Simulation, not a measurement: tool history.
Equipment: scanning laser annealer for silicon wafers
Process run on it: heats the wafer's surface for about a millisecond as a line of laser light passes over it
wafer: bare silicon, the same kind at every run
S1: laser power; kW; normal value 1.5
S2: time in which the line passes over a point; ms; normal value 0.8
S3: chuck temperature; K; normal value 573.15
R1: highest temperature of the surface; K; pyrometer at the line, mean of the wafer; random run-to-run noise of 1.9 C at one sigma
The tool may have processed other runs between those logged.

run,hour,S1,S2,S3,R1
1,0,1.5,0.8,573.15,1347.15
2,32.8,1.5,0.8,570.15,1350.15
3,81.7,1.5,0.8,573.15,1350.15
4,148.5,1.5,0.8,573.15,1345.15
5,182.8,1.5,0.879,573.15,1380.15
6,248.4,1.5,0.879,573.15,1380.15
7,307.8,1.5,0.8,574.15,1342.15
8,347,1.5,0.8,567.15,1331.15
9,389.3,1.5,0.8,573.15,1337.15
10,448.5,1.5,0.8,583.15,1349.15
11,500.6,1.5,0.8,583.15,1348.15
12,533.2,1.5,0.651,573.15,1271.15
13,608.5,1.5,0.651,573.15,1268.15
# hour 634.1: window over the wafer cleaned
14,676.2,1.5,0.651,609.15,1317.15
15,739.3,1.5,0.651,609.15,1312.15
# hour 771.2: optics aligned, line set to its width
16,808.4,1.5,0.651,609.15,1329.15
17,860.2,1.5,0.8,573.15,1367.15
18,892.3,1.5,0.8,573.15,1366.15
19,952.5,1.5,0.8,543.15,1332.15
20,1007.7,1.5,0.8,573.15,1360.15
21,1048,1.503,0.8,567.15,1355.15
22,1091.6,1.481,0.721,573.15,1312.15
23,1147.6,1.481,0.721,573.15,1307.15
24,1217.3,1.47,0.61,573.15,1249.15
25,1289.8,1.47,0.622,585.15,1264.15
26,1357.7,1.5,0.935,604.15,1437.15
27,1405.3,1.5,0.815,573.15,1359.15
# hour 1413.8: window over the wafer cleaned
28,1440.6,1.5,0.815,565.15,1361.15
29,1487.7,1.556,0.978,606.15,1514.15
30,1523.2,1.556,0.978,606.15,1509.15
31,1589.7,1.556,0.772,593.15,1406.15
32,1641.5,1.5,0.581,541.15,1219.15
33,1707.4,1.281,0.57,561.15,1111.15
34,1746.9,1.5,0.8,588.15,1369.15
35,1817.9,1.426,0.905,575.15,1344.15
36,1866.6,1.608,0.884,607.15,1495.15
37,1932.2,1.455,0.8,591.15,1338.15
38,1972.1,1.635,0.64,573.15,1353.15
39,2038.8,1.635,0.64,573.15,1351.15
40,2076,1.5,0.676,544.15,1257.15

Per-run results on a tool with no hidden state, each run keeping its own random variation:
The tool's hidden condition here consists of: light that passes the window, % of a clean one's; laser's true power over the reading, %; width of the line over the set one, %; drift of the gauge itself on peak_c, C.
run,R1
1,1358.15
2,1362.15
3,1364.15
4,1361.15
5,1398.15
6,1400.15
7,1363.15
8,1353.15
9,1361.15
10,1374.15
11,1375.15
12,1297.15
13,1295.15
14,1330.15
15,1327.15
16,1325.15
17,1365.15
18,1364.15
19,1333.15
20,1362.15
21,1358.15
22,1316.15
23,1312.15
24,1256.15
25,1273.15
26,1451.15
27,1373.15
28,1361.15
29,1516.15
30,1512.15
31,1410.15
32,1224.15
33,1116.15
34,1378.15
35,1355.15
36,1509.15
37,1352.15
38,1369.15
39,1369.15
40,1274.15

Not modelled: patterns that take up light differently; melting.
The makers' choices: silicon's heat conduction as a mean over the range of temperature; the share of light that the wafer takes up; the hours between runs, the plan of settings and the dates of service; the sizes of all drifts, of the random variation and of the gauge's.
